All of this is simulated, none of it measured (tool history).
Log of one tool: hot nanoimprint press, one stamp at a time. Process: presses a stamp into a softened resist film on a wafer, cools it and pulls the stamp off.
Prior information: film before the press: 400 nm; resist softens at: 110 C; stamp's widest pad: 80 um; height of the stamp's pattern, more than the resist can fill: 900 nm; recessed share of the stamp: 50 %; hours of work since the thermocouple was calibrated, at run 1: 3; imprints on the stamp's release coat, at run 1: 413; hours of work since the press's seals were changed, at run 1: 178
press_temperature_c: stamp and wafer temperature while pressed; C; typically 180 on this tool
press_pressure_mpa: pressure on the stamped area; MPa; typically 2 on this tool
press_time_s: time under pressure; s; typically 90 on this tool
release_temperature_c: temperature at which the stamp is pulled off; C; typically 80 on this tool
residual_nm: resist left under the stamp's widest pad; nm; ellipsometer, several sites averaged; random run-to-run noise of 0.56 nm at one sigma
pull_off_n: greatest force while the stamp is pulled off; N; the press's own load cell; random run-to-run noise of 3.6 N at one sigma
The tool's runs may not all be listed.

run,day,press_temperature_c,press_pressure_mpa,press_time_s,release_temperature_c,hours of work since the thermocouple was calibrated,imprints on the stamp's release coat,hours of work since the press's seals were changed,residual_nm,pull_off_n
1,0.000,180,2,90,80,3,413,178,185.9,212
2,1.229,180,2,90,80,16,491,190,185.3,221
3,1.933,180,2,90,80,23,535,197,184.9,221
4,2.662,180,2,90,73,30,581,205,186.1,225
5,3.808,191,2,90,73,42,654,216,130.3,223
6,5.046,191,2,90,73,54,732,229,130.2,224
7,6.333,191,2,90,73,67,813,242,130.4,232

Estimate the outcome of run 8 from the log above:
8,7.462,191,2,90,73,79,885,253,?,?

residual_nm: 131.1 nm
pull_off_n: 234 N
The same run, on a tool lacking any hidden state, would have yielded residual_nm 128.2 nm, pull_off_n 214 N.
